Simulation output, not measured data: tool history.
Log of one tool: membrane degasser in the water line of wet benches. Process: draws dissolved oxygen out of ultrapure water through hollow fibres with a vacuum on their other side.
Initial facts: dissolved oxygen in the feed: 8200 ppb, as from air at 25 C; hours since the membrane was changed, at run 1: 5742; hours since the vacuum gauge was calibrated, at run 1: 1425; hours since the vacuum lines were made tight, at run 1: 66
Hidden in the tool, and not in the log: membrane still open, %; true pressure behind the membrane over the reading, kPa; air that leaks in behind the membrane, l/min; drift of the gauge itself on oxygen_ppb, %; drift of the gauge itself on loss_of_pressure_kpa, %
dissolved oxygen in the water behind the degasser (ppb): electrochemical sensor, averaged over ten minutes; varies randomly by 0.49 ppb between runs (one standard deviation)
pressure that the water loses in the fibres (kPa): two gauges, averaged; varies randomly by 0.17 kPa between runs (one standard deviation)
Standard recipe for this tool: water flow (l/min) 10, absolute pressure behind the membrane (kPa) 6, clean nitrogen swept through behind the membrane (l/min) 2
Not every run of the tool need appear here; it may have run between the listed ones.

| run | hour | water flow (l/min) | absolute pressure behind the membrane (kPa) | clean nitrogen swept through behind the membrane (l/min) | hours since the membrane was changed | hours since the vacuum gauge was calibrated | hours since the vacuum lines were made tight | dissolved oxygen in the water behind the degasser (ppb) | pressure that the water loses in the fibres (kPa) |
|---|---|---|---|---|---|---|---|---|---|
| 1 | 0 | 10 | 6 | 2 | 5742 | 1425 | 66 | 42.2 | 29.39 |
| 2 | 114.9 | 10 | 6 | 2 | 5857 | 1540 | 181 | 42.5 | 29.36 |
| 3 | 260 | 10 | 6 | 2 | 6002 | 1685 | 326 | 42 | 29.27 |
| 4 | 435.3 | 10 | 6 | 2 | 6177 | 1860 | 501 | 42.9 | 29.08 |
| 5 | 523.1 | 10 | 6 | 2 | 6265 | 1948 | 589 | 42.9 | 29.25 |
| 6 | 597.1 | 10 | 6 | 2 | 6339 | 2022 | 663 | 43.1 | 29.56 |
|  | 613 | vacuum gauge calibrated |
| 7 | 732.9 | 7 | 6 | 2 | 6474 | 120 | 798 | 26.2 | 20.35 |
| 8 | 878.3 | 10 | 5.16 | 4.53 | 6620 | 265 | 944 | 19.3 | 29.56 |

Run 9, settings as shown, results not yet in. Your forecast:
| 9 | 1005.5 | 11 | 5.56 | 0.93 | 6747 | 393 | 1071 | ? | ? |

Run 9 gave dissolved oxygen in the water behind the degasser (ppb) 85, pressure that the water loses in the fibres (kPa) 32.42.
The same run, on a tool lacking any hidden state, would have yielded dissolved oxygen in the water behind the degasser (ppb) 75.3, pressure that the water loses in the fibres (kPa) 30.95.
